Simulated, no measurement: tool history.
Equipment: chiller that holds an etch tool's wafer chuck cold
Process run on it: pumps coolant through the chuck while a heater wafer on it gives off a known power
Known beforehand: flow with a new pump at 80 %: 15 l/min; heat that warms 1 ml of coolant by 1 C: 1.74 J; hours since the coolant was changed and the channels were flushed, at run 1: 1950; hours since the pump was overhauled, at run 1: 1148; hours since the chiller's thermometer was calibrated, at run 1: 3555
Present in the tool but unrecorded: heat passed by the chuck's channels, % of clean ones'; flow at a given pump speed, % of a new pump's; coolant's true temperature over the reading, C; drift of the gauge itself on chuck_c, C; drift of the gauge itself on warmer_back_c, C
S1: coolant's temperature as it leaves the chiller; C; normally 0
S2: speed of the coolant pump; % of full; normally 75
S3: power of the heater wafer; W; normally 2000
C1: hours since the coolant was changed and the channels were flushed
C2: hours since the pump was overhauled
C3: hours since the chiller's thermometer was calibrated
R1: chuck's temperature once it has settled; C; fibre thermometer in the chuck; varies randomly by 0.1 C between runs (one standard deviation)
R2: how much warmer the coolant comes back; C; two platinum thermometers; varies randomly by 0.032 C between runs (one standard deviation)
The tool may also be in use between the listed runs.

run 1 hour=0 | S1=0 S2=75 S3=2000 | C1=1950 C2=1148 C3=3555 | R1=23.4 R2=4.96
-- hour=35.2 chiller's thermometer calibrated
run 2 hour=102.5 | S1=0 S2=75 S3=2000 | C1=2052 C2=1250 C3=67 | R1=23.5 R2=4.97
run 3 hour=171.5 | S1=0 S2=75 S3=2000 | C1=2121 C2=1319 C3=136 | R1=23.7 R2=4.99
run 4 hour=229.9 | S1=0 S2=75 S3=1112 | C1=2179 C2=1377 C3=195 | R1=13.2 R2=2.82
run 5 hour=292.8 | S1=0 S2=75 S3=2000 | C1=2242 C2=1440 C3=258 | R1=23.9 R2=5.05
run 6 hour=405 | S1=0 S2=75 S3=2000 | C1=2354 C2=1552 C3=370 | R1=23.8 R2=4.99
run 7 hour=495.6 | S1=0 S2=75 S3=2000 | C1=2445 C2=1643 C3=460 | R1=23.9 R2=5.05
run 8 hour=560.6 | S1=0 S2=75 S3=2000 | C1=2510 C2=1708 C3=525 | R1=24 R2=5.06
run 9 hour=647.1 | S1=0 S2=75 S3=2000 | C1=2596 C2=1794 C3=612 | R1=23.9 R2=5.04
run 10 hour=725.4 | S1=0 S2=75 S3=2000 | C1=2675 C2=1872 C3=690 | R1=24.1 R2=5.03
run 11 hour=789.3 | S1=0 S2=75 S3=2000 | C1=2739 C2=1936 C3=754 | R1=24.1 R2=5.04
run 12 hour=865.4 | S1=0 S2=75 S3=2000 | C1=2815 C2=2013 C3=830 | R1=24.3 R2=5.08
run 13 hour=947.1 | S1=0 S2=75 S3=2000 | C1=2896 C2=2094 C3=912 | R1=24 R2=5.09
run 14 hour=1010.5 | S1=0 S2=74 S3=2000 | C1=2960 C2=2158 C3=975 | R1=24.3 R2=5.1
run 15 hour=1125.1 | S1=5 S2=75 S3=2000 | C1=3074 C2=2272 C3=1090 | R1=29.5 R2=5.13
run 16 hour=1194.7 | S1=5 S2=75 S3=2000 | C1=3144 C2=2342 C3=1160 | R1=29.5 R2=5.1
run 17 hour=1271 | S1=-1 S2=98 S3=2092 | C1=3220 C2=2418 C3=1236 | R1=19.5 R2=4.01
run 18 hour=1388.2 | S1=0 S2=70 S3=2478 | C1=3337 C2=2535 C3=1353 | R1=32.3 R2=6.79
run 19 hour=1441 | S1=0 S2=70 S3=2478 | C1=3390 C2=2588 C3=1406 | R1=32.4 R2=6.77
run 20 hour=1510.7 | S1=0 S2=100 S3=2805 | C1=3460 C2=2658 C3=1476 | R1=26.8 R2=5.18
run 21 hour=1603.7 | S1=6 S2=75 S3=1079 | C1=3553 C2=2751 C3=1569 | R1=19.3 R2=2.78
run 22 hour=1720.4 | S1=4 S2=90 S3=2275 | C1=3670 C2=2867 C3=1685 | R1=27.9 R2=4.79
run 23 hour=1783.1 | S1=-3 S2=90 S3=2275 | C1=3732 C2=2930 C3=1748 | R1=20.9 R2=4.74
run 24 hour=1863.7 | S1=-7 S2=84 S3=1212 | C1=3813 C2=3011 C3=1829 | R1=6.5 R2=2.75
run 25 hour=1983.1 | S1=-8 S2=63 S3=2476 | C1=3932 C2=3130 C3=1948 | R1=27.8 R2=7.67
run 26 hour=2091.8 | S1=-6 S2=77 S3=1440 | C1=4041 C2=3239 C3=2057 | R1=11.8 R2=3.6
run 27 hour=2188 | S1=-6 S2=75 S3=1053 | C1=4137 C2=3335 C3=2153 | R1=7 R2=2.69
run 28 hour=2272.7 | S1=-4 S2=75 S3=1569 | C1=4222 C2=3420 C3=2237 | R1=15.7 R2=4.06
run 29 hour=2340.1 | S1=-8 S2=75 S3=1026 | C1=4289 C2=3487 C3=2305 | R1=4.8 R2=2.66
run 30 hour=2448.2 | S1=-9 S2=83 S3=1753 | C1=4397 C2=3595 C3=2413 | R1=11.3 R2=4.05
run 31 hour=2543.1 | S1=-8 S2=95 S3=1505 | C1=4492 C2=3690 C3=2508 | R1=7.5 R2=2.99

Predict each of these 3 candidate next runs independently; none follows another, all start after run 31:
run A hour=2610.8 | S1=6 S2=60 S3=1629 | C1=4560 C2=3758 C3=2576 | R1=? R2=?
run B hour=2610.8 | S1=8 S2=74 S3=1410 | C1=4560 C2=3758 C3=2576 | R1=? R2=?
run C hour=2610.8 | S1=-8 S2=60 S3=2792 | C1=4560 C2=3758 C3=2576 | R1=? R2=?

run=A R1=31.1 R2=5.32
run=B R1=25.9 R2=3.71
run=C R1=35.2 R2=9.24
With the hidden condition removed and each run's random variation left untouched, the same runs would have given:
run=A R1=28.3 R2=5.09
run=B R1=23.9 R2=3.55
run=C R1=30.1 R2=8.83
